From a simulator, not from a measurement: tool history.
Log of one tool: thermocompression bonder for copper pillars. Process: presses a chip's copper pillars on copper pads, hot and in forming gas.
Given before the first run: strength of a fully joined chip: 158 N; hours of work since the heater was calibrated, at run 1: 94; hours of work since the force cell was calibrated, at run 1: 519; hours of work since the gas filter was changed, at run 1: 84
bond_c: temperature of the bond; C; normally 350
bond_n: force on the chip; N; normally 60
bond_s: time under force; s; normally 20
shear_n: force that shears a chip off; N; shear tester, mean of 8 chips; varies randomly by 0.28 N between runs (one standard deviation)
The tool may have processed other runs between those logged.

run	hour	bond_c	bond_n	bond_s	hours of work since the heater was calibrated	hours of work since the force cell was calibrated	hours of work since the gas filter was changed	shear_n
1	0	350	60	20	94	519	84	110.6
2	7.7	350	60	20	99	523	88	110.7
3	15.8	350	60	20	104	528	93	110.7
4	21.7	350	60	20	107	532	97	110.4
5	31	350	60	32	113	537	102	123.7
6	41.6	350	60	52	119	544	109	134.3
7	52.3	350	60	52	126	550	115	134.4
8	60.4	350	54	20	131	555	120	104.4
9	65.7	350	54	20	134	558	123	104.3
10	71	321	54	20	137	561	126	82.1
11	83.6	321	72	20	144	569	134	97.9
12	89.7	321	49	20	148	573	138	76.5
13	96.9	321	62	20	152	577	142	89.5
14	106.2	321	62	20	158	582	148	89
15	115.6	321	62	20	164	588	153	89
16	128.2	321	62	20	171	596	161	89.1
17	137.9	321	62	20	177	602	167	89
18	149.4	350	53	20	184	608	173	102.4
19	159.9	350	53	20	190	615	180	102
20	166.7	325	80	24	194	619	184	111.1
# hour 174.6: forming gas filter changed
21	179.9	350	40	18	202	626	3	83.4
22	187.5	356	63	27	207	631	8	123.2
23	194.7	327	87	35	211	635	12	126.6
24	202.2	360	60	26	215	640	17	122.2
# hour 204.4: gauge calibrated
25	208.1	322	75	36	219	643	20	118.2
26	220.4	378	52	18	226	651	27	119.2
27	230.8	331	38	46	233	657	34	94.2
28	240.5	373	72	28	238	663	40	141.2
29	248.2	339	89	10	243	667	44	104.2
30	261.2	350	89	39	251	675	52	143.1
31	272.5	350	76	23	258	682	59	126
32	285.1	350	76	23	265	690	66	126.6
33	294.2	350	76	23	271	695	72	126.2
# hour 307: force cell calibrated
34	308	378	76	20	278	1	79	137.7
35	317.3	378	76	20	284	6	85	137.8
36	324.4	367	61	22	288	10	89	123.9
37	332.1	350	50	10	292	15	94	80.1

Each row is a separate what-if for the run after 37, all from the same tool condition, not one after another. Results?
A	339.6	350	71	21	297	20	98	?
B	339.6	359	57	41	297	20	98	?
C	339.6	350	85	10	297	20	98	?

run	shear_n
A	118.7
B	129.8
C	108.9
With the hidden condition removed and each run's random variation left untouched, the same runs would have given:
run	shear_n
A	120.7
B	132
C	110.7
